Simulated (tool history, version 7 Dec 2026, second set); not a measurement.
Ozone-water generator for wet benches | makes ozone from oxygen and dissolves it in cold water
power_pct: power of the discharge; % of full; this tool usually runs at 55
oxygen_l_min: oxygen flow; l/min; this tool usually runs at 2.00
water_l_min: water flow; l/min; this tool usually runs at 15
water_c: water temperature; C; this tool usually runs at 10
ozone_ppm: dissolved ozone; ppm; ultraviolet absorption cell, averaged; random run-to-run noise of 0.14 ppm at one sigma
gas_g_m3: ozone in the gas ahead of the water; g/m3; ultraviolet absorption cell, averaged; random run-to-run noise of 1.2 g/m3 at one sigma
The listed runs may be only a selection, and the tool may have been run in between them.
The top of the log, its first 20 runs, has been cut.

| run | hour | power_pct | oxygen_l_min | water_l_min | water_c | ozone_ppm | gas_g_m3 |
|---|---|---|---|---|---|---|---|
| 21 | 1077.9 | 55 | 1.45 | 15 | 10 | 15.4 | 236.4 |
| 22 | 1124.5 | 55 | 1.45 | 15 | 10 | 15.6 | 241.8 |
| 23 | 1181.1 | 55 | 2.13 | 10 | 10 | 25.6 | 200.6 |
| 24 | 1232.5 | 55 | 2.00 | 15 | 12 | 17.0 | 207.5 |
| 25 | 1276.2 | 55 | 2.00 | 15 | 12 | 16.9 | 205.8 |
| 26 | 1335.5 | 55 | 2.00 | 15 | 9 | 17.5 | 209.1 |
| 27 | 1366.5 | 51 | 2.00 | 20 | 10 | 12.0 | 197.4 |
| 28 | 1410.4 | 67 | 2.00 | 18 | 10 | 15.9 | 236.3 |
| 29 | 1466.6 | 75 | 1.77 | 9 | 14 | 31.1 | 263.5 |
| 30 | 1502.8 | 47 | 2.83 | 15 | 6 | 17.8 | 160.3 |
| 31 | 1564.1 | 47 | 2.83 | 15 | 6 | 17.9 | 160.5 |
| 32 | 1597.2 | 47 | 2.83 | 15 | 6 | 17.8 | 161.1 |

5 ways to go on from here, each from the tool as it stands after run 32. What would each give?
| A | 1640.8 | 49 | 1.89 | 15 | 10 | ? | ? |
| B | 1640.8 | 61 | 3.56 | 15 | 10 | ? | ? |
| C | 1640.8 | 55 | 2.00 | 22 | 6 | ? | ? |
| D | 1640.8 | 98 | 1.51 | 15 | 10 | ? | ? |
| E | 1640.8 | 47 | 2.83 | 15 | 9 | ? | ? |

| run | ozone_ppm | gas_g_m3 |
|---|---|---|
| A | 15.6 | 197.1 |
| B | 21.5 | 173.1 |
| C | 11.4 | 206.6 |
| D | 22.3 | 335.4 |
| E | 17.2 | 158.4 |
Without the tool's hidden state the same runs would have given:
| run | ozone_ppm | gas_g_m3 |
|---|---|---|
| A | 15.6 | 203.2 |
| B | 21.6 | 178.5 |
| C | 11.4 | 213.0 |
| D | 22.4 | 346.0 |
| E | 17.2 | 163.2 |

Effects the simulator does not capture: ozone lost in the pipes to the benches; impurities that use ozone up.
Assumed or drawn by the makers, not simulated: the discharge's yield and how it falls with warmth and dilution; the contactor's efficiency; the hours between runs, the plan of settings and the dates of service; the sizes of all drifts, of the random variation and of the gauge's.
